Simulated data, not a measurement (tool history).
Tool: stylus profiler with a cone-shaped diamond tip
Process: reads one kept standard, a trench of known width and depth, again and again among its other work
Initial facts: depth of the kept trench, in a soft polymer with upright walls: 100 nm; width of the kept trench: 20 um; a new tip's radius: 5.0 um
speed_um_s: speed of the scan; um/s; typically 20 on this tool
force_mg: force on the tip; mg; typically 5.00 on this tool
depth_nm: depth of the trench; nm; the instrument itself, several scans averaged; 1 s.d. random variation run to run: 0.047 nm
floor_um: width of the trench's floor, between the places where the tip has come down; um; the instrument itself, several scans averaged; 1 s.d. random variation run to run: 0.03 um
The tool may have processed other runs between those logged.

run 1 day=0.000 | speed_um_s=20 force_mg=5.00 | depth_nm=102.45 floor_um=17.87
run 2 day=1.217 | speed_um_s=20 force_mg=5.00 | depth_nm=102.29 floor_um=17.80
run 3 day=2.367 | speed_um_s=20 force_mg=5.00 | depth_nm=102.34 floor_um=17.80
run 4 day=3.442 | speed_um_s=20 force_mg=6.50 | depth_nm=102.74 floor_um=17.81
run 5 day=4.392 | speed_um_s=20 force_mg=6.50 | depth_nm=102.69 floor_um=17.79
run 6 day=5.338 | speed_um_s=20 force_mg=6.50 | depth_nm=102.84 floor_um=17.79
run 7 day=6.492 | speed_um_s=20 force_mg=6.50 | depth_nm=102.81 floor_um=17.80
run 8 day=7.012 | speed_um_s=20 force_mg=6.50 | depth_nm=102.83 floor_um=17.82
run 9 day=8.004 | speed_um_s=6 force_mg=6.50 | depth_nm=102.82 floor_um=17.82
run 10 day=8.900 | speed_um_s=20 force_mg=11.91 | depth_nm=104.16 floor_um=17.82
run 11 day=10.008 | speed_um_s=20 force_mg=10.83 | depth_nm=103.95 floor_um=17.76
run 12 day=10.979 | speed_um_s=20 force_mg=5.00 | depth_nm=102.33 floor_um=17.84
run 13 day=11.654 | speed_um_s=6 force_mg=5.00 | depth_nm=102.38 floor_um=17.79
run 14 day=12.538 | speed_um_s=28 force_mg=2.90 | depth_nm=101.65 floor_um=17.71
run 15 day=13.162 | speed_um_s=22 force_mg=2.88 | depth_nm=101.67 floor_um=17.74
run 16 day=14.167 | speed_um_s=22 force_mg=2.88 | depth_nm=101.69 floor_um=17.73
run 17 day=14.833 | speed_um_s=17 force_mg=6.64 | depth_nm=102.93 floor_um=17.73
-- day=14.967 height scale calibrated on a step standard
run 18 day=15.796 | speed_um_s=9 force_mg=5.00 | depth_nm=102.44 floor_um=17.78
run 19 day=16.992 | speed_um_s=22 force_mg=2.24 | depth_nm=101.40 floor_um=17.72
run 20 day=17.883 | speed_um_s=7 force_mg=14.28 | depth_nm=104.70 floor_um=17.83
run 21 day=19.083 | speed_um_s=32 force_mg=2.32 | depth_nm=101.51 floor_um=17.67
-- day=19.438 height scale calibrated on a step standard, once more
run 22 day=19.654 | speed_um_s=8 force_mg=3.14 | depth_nm=101.62 floor_um=17.67
run 23 day=20.504 | speed_um_s=8 force_mg=3.14 | depth_nm=101.68 floor_um=17.76
run 24 day=21.412 | speed_um_s=8 force_mg=3.14 | depth_nm=101.56 floor_um=17.77
run 25 day=22.538 | speed_um_s=8 force_mg=3.14 | depth_nm=101.64 floor_um=17.72

How would selected steps in depth_nm from run to run divide? Give the signed amount a tool lacking its hidden state would still show from settings, what came in and random variation, and the signed amount left for the hidden state, including any gauge scatter that is not in both of the compared results.
Hidden state present: radius of the tip, um; height scale over the true one, %; drift of the gauge itself on depth_nm, %; drift of the gauge itself on floor_um, %.
Run 17 -> 18: speed_um_s 17 -> 9, force_mg 6.64 -> 5.00, height scale calibrated on a step standard. depth_nm -0.49 nm: hidden state +0.03, all else -0.52.
Run 19 -> 20: speed_um_s 22 -> 7, force_mg 2.24 -> 14.28. depth_nm +3.30 nm: hidden state +0.01, all else +3.29.
Run 20 -> 21: speed_um_s 7 -> 32, force_mg 14.28 -> 2.32. depth_nm -3.19 nm: hidden state +0.00, all else -3.19.
Run 21 -> 22: speed_um_s 32 -> 8, force_mg 2.32 -> 3.14, height scale calibrated on a step standard, once more. depth_nm +0.11 nm: hidden state -0.18, all else +0.29.
